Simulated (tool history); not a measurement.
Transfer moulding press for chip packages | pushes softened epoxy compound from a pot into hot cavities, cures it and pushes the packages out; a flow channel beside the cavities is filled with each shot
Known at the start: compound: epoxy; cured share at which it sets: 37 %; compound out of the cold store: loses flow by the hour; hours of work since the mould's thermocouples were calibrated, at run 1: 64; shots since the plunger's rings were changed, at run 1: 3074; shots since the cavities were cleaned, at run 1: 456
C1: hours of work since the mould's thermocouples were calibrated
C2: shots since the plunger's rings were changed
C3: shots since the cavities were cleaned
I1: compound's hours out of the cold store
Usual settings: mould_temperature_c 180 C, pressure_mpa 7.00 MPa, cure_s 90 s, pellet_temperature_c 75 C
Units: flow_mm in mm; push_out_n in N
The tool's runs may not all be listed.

run 1 day=0.000 | mould_temperature_c=180 pressure_mpa=7.00 cure_s=90 pellet_temperature_c=75 | C1=64 C2=3074 C3=456 | I1=10.3 | flow_mm=639 push_out_n=1095
run 2 day=0.625 | mould_temperature_c=180 pressure_mpa=7.00 cure_s=90 pellet_temperature_c=75 | C1=74 C2=3267 C3=649 | I1=43.1 | flow_mm=533 push_out_n=1089
run 3 day=1.017 | mould_temperature_c=184 pressure_mpa=7.00 cure_s=90 pellet_temperature_c=75 | C1=80 C2=3387 C3=769 | I1=32.6 | flow_mm=555 push_out_n=931
-- day=1.517 cavities cleaned with cleaning compound and waxed
run 4 day=1.588 | mould_temperature_c=184 pressure_mpa=7.00 cure_s=90 pellet_temperature_c=75 | C1=88 C2=3543 C3=22 | I1=38.2 | flow_mm=536 push_out_n=536
run 5 day=2.021 | mould_temperature_c=184 pressure_mpa=7.00 cure_s=90 pellet_temperature_c=75 | C1=95 C2=3676 C3=155 | I1=29.9 | flow_mm=559 push_out_n=679
run 6 day=2.742 | mould_temperature_c=180 pressure_mpa=7.00 cure_s=90 pellet_temperature_c=75 | C1=107 C2=3898 C3=377 | I1=23.0 | flow_mm=587 push_out_n=1032
-- day=3.008 plunger's sealing rings changed
run 7 day=3.500 | mould_temperature_c=180 pressure_mpa=7.00 cure_s=90 pellet_temperature_c=75 | C1=117 C2=151 C3=578 | I1=48.0 | flow_mm=547 push_out_n=1059
run 8 day=4.158 | mould_temperature_c=180 pressure_mpa=8.01 cure_s=90 pellet_temperature_c=75 | C1=128 C2=354 C3=781 | I1=47.2 | flow_mm=585 push_out_n=1134
-- day=4.638 cavities cleaned with cleaning compound and waxed
run 9 day=4.904 | mould_temperature_c=180 pressure_mpa=7.00 cure_s=90 pellet_temperature_c=75 | C1=139 C2=564 C3=82 | I1=11.2 | flow_mm=664 push_out_n=809
run 10 day=5.383 | mould_temperature_c=180 pressure_mpa=7.00 cure_s=90 pellet_temperature_c=75 | C1=147 C2=710 C3=228 | I1=21.0 | flow_mm=626 push_out_n=905
run 11 day=5.971 | mould_temperature_c=180 pressure_mpa=7.00 cure_s=90 pellet_temperature_c=75 | C1=156 C2=891 C3=409 | I1=37.4 | flow_mm=571 push_out_n=972
run 12 day=6.317 | mould_temperature_c=180 pressure_mpa=7.00 cure_s=90 pellet_temperature_c=75 | C1=162 C2=998 C3=516 | I1=11.6 | flow_mm=657 push_out_n=1136
run 13 day=6.688 | mould_temperature_c=180 pressure_mpa=7.00 cure_s=90 pellet_temperature_c=75 | C1=167 C2=1112 C3=630 | I1=10.3 | flow_mm=658 push_out_n=1189
run 14 day=7.008 | mould_temperature_c=180 pressure_mpa=7.00 cure_s=90 pellet_temperature_c=75 | C1=173 C2=1210 C3=728 | I1=10.1 | flow_mm=659 push_out_n=1228
-- day=7.638 cavities cleaned with cleaning compound and waxed
run 15 day=7.821 | mould_temperature_c=176 pressure_mpa=7.00 cure_s=90 pellet_temperature_c=75 | C1=185 C2=1441 C3=56 | I1=20.0 | flow_mm=630 push_out_n=994
run 16 day=8.233 | mould_temperature_c=180 pressure_mpa=7.09 cure_s=103 pellet_temperature_c=75 | C1=191 C2=1568 C3=183 | I1=11.8 | flow_mm=657 push_out_n=708
run 17 day=8.704 | mould_temperature_c=173 pressure_mpa=7.09 cure_s=79 pellet_temperature_c=75 | C1=199 C2=1712 C3=327 | I1=40.8 | flow_mm=569 push_out_n=1938
run 18 day=9.338 | mould_temperature_c=179 pressure_mpa=8.58 cure_s=90 pellet_temperature_c=75 | C1=209 C2=1908 C3=523 | I1=10.3 | flow_mm=719 push_out_n=1234
run 19 day=9.846 | mould_temperature_c=179 pressure_mpa=8.58 cure_s=90 pellet_temperature_c=75 | C1=217 C2=2063 C3=678 | I1=10.3 | flow_mm=720 push_out_n=1320
run 20 day=10.204 | mould_temperature_c=175 pressure_mpa=8.58 cure_s=90 pellet_temperature_c=80 | C1=223 C2=2173 C3=788 | I1=25.8 | flow_mm=671 push_out_n=1644
-- day=10.633 cavities cleaned with cleaning compound and waxed
run 21 day=10.800 | mould_temperature_c=176 pressure_mpa=7.89 cure_s=75 pellet_temperature_c=77 | C1=231 C2=2338 C3=51 | I1=34.1 | flow_mm=610 push_out_n=1404
run 22 day=11.371 | mould_temperature_c=176 pressure_mpa=5.35 cure_s=87 pellet_temperature_c=73 | C1=240 C2=2513 C3=226 | I1=19.2 | flow_mm=545 push_out_n=1279
run 23 day=11.762 | mould_temperature_c=184 pressure_mpa=5.23 cure_s=90 pellet_temperature_c=75 | C1=247 C2=2634 C3=347 | I1=16.4 | flow_mm=532 push_out_n=812
run 24 day=12.412 | mould_temperature_c=180 pressure_mpa=7.01 cure_s=109 pellet_temperature_c=74 | C1=257 C2=2834 C3=547 | I1=10.8 | flow_mm=639 push_out_n=805
run 25 day=12.958 | mould_temperature_c=180 pressure_mpa=7.01 cure_s=109 pellet_temperature_c=74 | C1=266 C2=3001 C3=714 | I1=44.8 | flow_mm=528 push_out_n=855
-- day=13.633 cavities cleaned with cleaning compound and waxed
run 26 day=13.725 | mould_temperature_c=173 pressure_mpa=5.36 cure_s=106 pellet_temperature_c=82 | C1=277 C2=3218 C3=28 | I1=22.0 | flow_mm=534 push_out_n=748
run 27 day=14.125 | mould_temperature_c=186 pressure_mpa=7.00 cure_s=80 pellet_temperature_c=78 | C1=284 C2=3341 C3=151 | I1=47.8 | flow_mm=505 push_out_n=734
run 28 day=14.792 | mould_temperature_c=180 pressure_mpa=7.00 cure_s=87 pellet_temperature_c=75 | C1=294 C2=3546 C3=356 | I1=12.7 | flow_mm=623 push_out_n=1105

5 ways to go on from here, each from the tool as it stands after run 28. What would each give?
run A day=15.383 | mould_temperature_c=187 pressure_mpa=5.77 cure_s=120 pellet_temperature_c=75 | C1=304 C2=3728 C3=538 | I1=12.7 | flow_mm=? push_out_n=?
run B day=15.383 | mould_temperature_c=180 pressure_mpa=7.00 cure_s=90 pellet_temperature_c=65 | C1=304 C2=3728 C3=538 | I1=15.9 | flow_mm=? push_out_n=?
run C day=15.383 | mould_temperature_c=176 pressure_mpa=6.22 cure_s=130 pellet_temperature_c=75 | C1=304 C2=3728 C3=538 | I1=30.1 | flow_mm=? push_out_n=?
run D day=15.383 | mould_temperature_c=180 pressure_mpa=8.39 cure_s=124 pellet_temperature_c=79 | C1=304 C2=3728 C3=538 | I1=46.6 | flow_mm=? push_out_n=?
run E day=15.383 | mould_temperature_c=180 pressure_mpa=7.00 cure_s=79 pellet_temperature_c=75 | C1=304 C2=3728 C3=538 | I1=42.5 | flow_mm=? push_out_n=?

run=A flow_mm=551 push_out_n=752
run=B flow_mm=612 push_out_n=1184
run=C flow_mm=541 push_out_n=773
run=D flow_mm=563 push_out_n=756
run=E flow_mm=528 push_out_n=1412
Without the tool's hidden state the same runs would have given:
run=A flow_mm=591 push_out_n=464
run=B flow_mm=656 push_out_n=714
run=C flow_mm=580 push_out_n=473
run=D flow_mm=603 push_out_n=464
run=E flow_mm=566 push_out_n=848

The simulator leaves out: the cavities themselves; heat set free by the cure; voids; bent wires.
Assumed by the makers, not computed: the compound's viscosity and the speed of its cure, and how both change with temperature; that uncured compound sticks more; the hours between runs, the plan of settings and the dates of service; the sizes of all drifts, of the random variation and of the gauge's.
